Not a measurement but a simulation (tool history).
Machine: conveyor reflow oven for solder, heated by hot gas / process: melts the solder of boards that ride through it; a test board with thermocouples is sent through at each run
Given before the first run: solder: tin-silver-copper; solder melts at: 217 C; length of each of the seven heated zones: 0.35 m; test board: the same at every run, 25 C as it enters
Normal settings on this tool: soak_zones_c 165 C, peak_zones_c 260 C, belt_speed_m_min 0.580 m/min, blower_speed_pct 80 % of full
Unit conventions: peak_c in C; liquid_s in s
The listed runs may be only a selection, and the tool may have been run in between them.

run   hour  soak_zones_c  peak_zones_c  belt_speed_m_min  blower_speed_pct  peak_c  liquid_s
  1    0.0           165           260             0.580                80   240.1      40.8
  2   48.0           165           260             0.674                80   234.0      28.0
  3   76.2           165           260             0.674                80   233.0      26.9
  4  129.4           154           260             0.580                80   236.6      33.7
     179.0  -- flux residue cleaned out of gas plates and filters
  5  180.7           165           260             0.580                60   233.3      31.7
  6  205.3           165           260             0.580                60   233.5      31.1
  7  245.8           165           260             0.580                88   238.1      38.5
  8  298.1           165           260             0.580                88   237.8      37.2
  9  348.3           165           260             0.580                62   232.7      30.0
 10  402.1           165           260             0.580                62   232.3      29.3
 11  451.8           165           260             0.580                80   235.6      34.8
     471.6  -- flux residue cleaned out of gas plates and filters, once more
 12  486.5           173           260             0.580                80   243.2      46.8
 13  520.4           165           260             0.470                65   245.3      58.4
 14  558.0           165           260             0.636                80   237.3      33.0
 15  614.1           160           271             0.580                80   248.0      47.5
 16  665.7           165           260             0.696                80   233.5      25.7
 17  717.1           165           260             0.696                80   233.1      25.3
     748.9  -- belt drive overhauled, speed set with a stopwatch
 18  755.9           175           260             0.582                80   241.0      43.4
 19  808.3           174           260             0.606                50   232.7      30.6
     844.0  -- flux residue cleaned out of gas plates and filters
 20  844.0           174           260             0.606                50   234.4      31.8
 21  874.3           174           272             0.606                73   249.0      47.6
 22  917.2           163           252             0.524                54   232.5      33.2

Predict the results of run 23:
 23  948.7           163           252             0.524                54       ?         ?

{"run 23": {"peak_c": 231.7, "liquid_s": 32.4}}
Without the tool's hidden state the same run would have given peak_c 231.7 C, liquid_s 32.6 s.
